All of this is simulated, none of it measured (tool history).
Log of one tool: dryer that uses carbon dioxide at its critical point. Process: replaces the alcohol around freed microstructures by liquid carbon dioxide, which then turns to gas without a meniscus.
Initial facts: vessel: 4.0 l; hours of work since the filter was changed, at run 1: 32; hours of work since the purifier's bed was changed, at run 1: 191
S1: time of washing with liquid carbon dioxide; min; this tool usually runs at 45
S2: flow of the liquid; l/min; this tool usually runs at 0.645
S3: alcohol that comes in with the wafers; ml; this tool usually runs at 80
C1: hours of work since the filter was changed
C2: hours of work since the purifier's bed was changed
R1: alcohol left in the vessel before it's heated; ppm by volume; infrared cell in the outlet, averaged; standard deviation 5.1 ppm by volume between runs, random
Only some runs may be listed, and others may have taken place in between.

run 1 day=0.000 | S1=45 S2=0.645 S3=80 | C1=32 C2=191 | R1=81
run 2 day=0.804 | S1=45 S2=1.035 S3=80 | C1=39 C2=198 | R1=19
run 3 day=1.242 | S1=34 S2=1.035 S3=80 | C1=43 C2=202 | R1=51
run 4 day=1.896 | S1=34 S2=1.035 S3=80 | C1=49 C2=208 | R1=36
run 5 day=2.592 | S1=42 S2=0.645 S3=80 | C1=55 C2=214 | R1=127
run 6 day=3.146 | S1=45 S2=0.513 S3=80 | C1=60 C2=219 | R1=225
run 7 day=3.933 | S1=45 S2=0.513 S3=80 | C1=67 C2=226 | R1=242
run 8 day=4.588 | S1=48 S2=0.645 S3=80 | C1=72 C2=232 | R1=66
run 9 day=5.292 | S1=46 S2=0.645 S3=80 | C1=79 C2=238 | R1=82
run 10 day=5.917 | S1=46 S2=0.645 S3=80 | C1=84 C2=244 | R1=80
run 11 day=6.762 | S1=37 S2=0.466 S3=87 | C1=92 C2=251 | R1=761
run 12 day=7.467 | S1=45 S2=0.645 S3=20 | C1=98 C2=257 | R1=32
run 13 day=8.404 | S1=45 S2=0.645 S3=20 | C1=106 C2=266 | R1=40
run 14 day=9.054 | S1=66 S2=1.046 S3=60 | C1=112 C2=271 | R1=29
run 15 day=9.958 | S1=66 S2=1.046 S3=60 | C1=120 C2=279 | R1=28
run 16 day=10.467 | S1=66 S2=1.046 S3=60 | C1=124 C2=284 | R1=24
run 17 day=11.358 | S1=66 S2=1.016 S3=47 | C1=132 C2=292 | R1=28
run 18 day=12.288 | S1=45 S2=0.920 S3=80 | C1=140 C2=300 | R1=37
run 19 day=13.250 | S1=41 S2=1.023 S3=79 | C1=149 C2=308 | R1=37

Measured minus without-hidden-state, run by run (identical run-to-run variation in each term; gauge scatter may differ):
Hidden state present: flow that reaches the vessel past the clogged filter, %; alcohol in the recycled carbon dioxide, ppm; drift of the gauge itself on alcohol_ppm, %.
run=1 R1=+19
run=2 R1=+14
run=3 R1=+16
run=4 R1=+17
run=5 R1=+27
run=6 R1=+38
run=7 R1=+42
run=8 R1=+23
run=9 R1=+27
run=10 R1=+27
run=11 R1=+100
run=12 R1=+21
run=13 R1=+21
run=14 R1=+17
run=15 R1=+19
run=16 R1=+18
run=17 R1=+19
run=18 R1=+22
run=19 R1=+24

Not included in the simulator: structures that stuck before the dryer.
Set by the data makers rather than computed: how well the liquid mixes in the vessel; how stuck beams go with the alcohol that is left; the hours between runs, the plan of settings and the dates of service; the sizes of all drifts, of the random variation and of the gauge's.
